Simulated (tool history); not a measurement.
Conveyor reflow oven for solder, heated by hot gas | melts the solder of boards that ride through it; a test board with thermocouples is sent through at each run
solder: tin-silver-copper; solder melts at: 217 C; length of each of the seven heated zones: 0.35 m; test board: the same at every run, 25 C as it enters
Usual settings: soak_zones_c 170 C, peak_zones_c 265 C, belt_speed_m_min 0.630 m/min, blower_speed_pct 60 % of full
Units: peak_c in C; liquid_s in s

run,hour,soak_zones_c,peak_zones_c,belt_speed_m_min,blower_speed_pct,peak_c,liquid_s
1,0.0,170,265,0.630,60,242.0,39.3
2,12.3,170,265,0.630,60,242.1,39.2
3,22.6,170,265,0.630,60,241.6,39.3
4,35.9,170,265,0.704,60,236.9,30.0
5,52.1,170,265,0.704,60,237.3,29.5
6,61.6,170,265,0.704,60,237.0,29.5
7,71.5,170,263,0.630,60,239.7,37.6
8,81.9,170,263,0.630,56,238.9,36.1
9,92.9,170,265,0.630,60,241.7,39.2
10,106.7,170,265,0.630,60,241.4,39.6
11,122.1,170,265,0.630,60,241.5,38.9
# hour 133.7: belt drive overhauled, speed set with a stopwatch
12,139.8,170,265,0.631,60,241.2,38.1
13,149.9,170,256,0.631,60,233.7,30.4
14,158.9,170,265,0.630,60,241.1,37.9
15,171.5,170,265,0.630,60,240.6,37.9
16,184.8,159,264,0.741,77,233.9,23.3
17,195.1,159,264,0.741,77,234.3,23.0
18,210.5,180,278,0.552,77,262.2,64.8
19,221.8,170,276,0.643,60,248.8,43.5
# hour 234.8: flux residue cleaned out of gas plates and filters
20,239.0,170,276,0.643,60,251.0,45.7
21,248.7,159,256,0.566,50,234.5,32.6
22,258.4,159,256,0.566,50,234.4,32.4
23,274.5,181,253,0.566,50,236.7,42.8
24,286.4,181,264,0.566,50,245.8,52.0
25,299.6,181,264,0.566,50,245.5,51.6
26,313.4,181,264,0.566,50,245.5,51.8
27,327.5,181,264,0.566,50,245.5,51.7
28,342.6,181,264,0.566,50,245.4,51.8
29,349.8,181,264,0.566,50,245.5,52.0
30,358.2,181,264,0.566,50,245.9,51.7

The same runs without the tool's hidden state, with the same run-to-run variation:
The hidden state here: heat that the gas passes to the board, % of a clean oven's; belt's true speed, % of the reading; true gas temperature in zones 6 and 7 over the reading, C; drift of the gauge itself on peak_c, C; drift of the gauge itself on liquid_s, %.
run,peak_c,liquid_s
1,243.2,40.3
2,243.3,40.3
3,242.9,40.4
4,238.3,31.4
5,238.8,31.0
6,238.6,31.0
7,241.1,38.9
8,240.3,37.5
9,243.1,40.5
10,242.9,40.9
11,243.0,40.2
12,243.2,40.4
13,235.5,33.1
14,243.1,40.2
15,242.7,40.3
16,236.7,26.4
17,237.2,26.2
18,264.1,66.1
19,251.2,45.6
20,251.3,46.0
21,234.8,32.9
22,234.6,32.8
23,236.9,43.2
24,246.0,52.3
25,245.7,51.9
26,245.8,52.2
27,245.7,52.0
28,245.7,52.2
29,245.9,52.4
30,246.2,52.1
